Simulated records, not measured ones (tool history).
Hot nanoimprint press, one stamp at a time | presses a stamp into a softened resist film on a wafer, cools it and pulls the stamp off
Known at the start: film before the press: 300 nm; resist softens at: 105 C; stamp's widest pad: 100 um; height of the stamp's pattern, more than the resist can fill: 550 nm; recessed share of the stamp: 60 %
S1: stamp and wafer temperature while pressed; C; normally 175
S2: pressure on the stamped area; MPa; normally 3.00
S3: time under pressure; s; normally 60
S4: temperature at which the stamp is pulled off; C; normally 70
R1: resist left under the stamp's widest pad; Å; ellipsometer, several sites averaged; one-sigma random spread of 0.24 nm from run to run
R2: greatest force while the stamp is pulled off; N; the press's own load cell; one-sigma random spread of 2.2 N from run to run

run   hour   S1    S2  S3  S4    R1   R2
  1    0.0  175  3.00  60  70  1560  101
  2   28.0  175  3.00  60  70  1564   99
  3   57.8  175  3.00  60  70  1565   99
  4   80.9  175  3.00  60  62  1568  109
  5  109.0  175  3.00  60  75  1565   95
  6  143.9  175  3.00  60  70  1569   98
  7  166.2  175  4.04  60  70  1329  101
  8  201.9  175  4.04  60  70  1330   98
  9  225.7  175  4.04  60  70  1333   93
 10  262.8  175  4.04  60  70  1330   96
 11  298.4  165  3.00  60  70  2124   98
 12  328.4  165  3.00  60  70  2117   97
 13  349.3  165  3.00  60  70  2124   97
 14  368.6  172  3.00  60  61  1729  106
 15  388.3  173  4.06  47  61  1537  106
 16  406.8  164  2.37  47  59  2471  109
 17  422.7  172  1.81  71  61  2093  113
 18  446.5  163  3.00  51  70  2314   98
 19  481.1  163  3.00  51  70  2321   98
 20  501.6  163  3.00  51  70  2317   99
 21  520.7  175  1.92  60  70  1969  102
 22  540.9  175  1.92  60  70  1971  103
 23  573.9  175  1.92  60  70  1943  100
 24  589.1  175  3.41  76  57  1353  110
 25  606.3  168  4.46  60  70  1594   99

Taken out of this log: 3 entries between the listed runs. Where each belongs, and how the hidden state differs across it:
Between runs 7 and 8: stamp cleaned and given a new release coat (hour 188.0)
  grip of the stamp's worn release coat, % over a new coat's: 1.5 -> 0; drift of the gauge itself on residual_nm, %: 0.41 -> 0.49
  measured result minus the result with no hidden state, R1: +5 -> +6 Å
Between runs 9 and 10: plate thermocouple calibrated (hour 260.0)
  true temperature over the reading, C: 0.02 -> 0.01; drift of the gauge itself on residual_nm, %: 0.54 -> 0.63
  measured result minus the result with no hidden state, R1: +6 -> +8 Å
Between runs 22 and 23: gauge calibrated (hour 558.4)
  grip of the stamp's worn release coat, % over a new coat's: 0.6 -> 0.7; drift of the gauge itself on residual_nm, %: 1.32 -> 0.04
  measured result minus the result with no hidden state, R1: +25 -> +0 Å
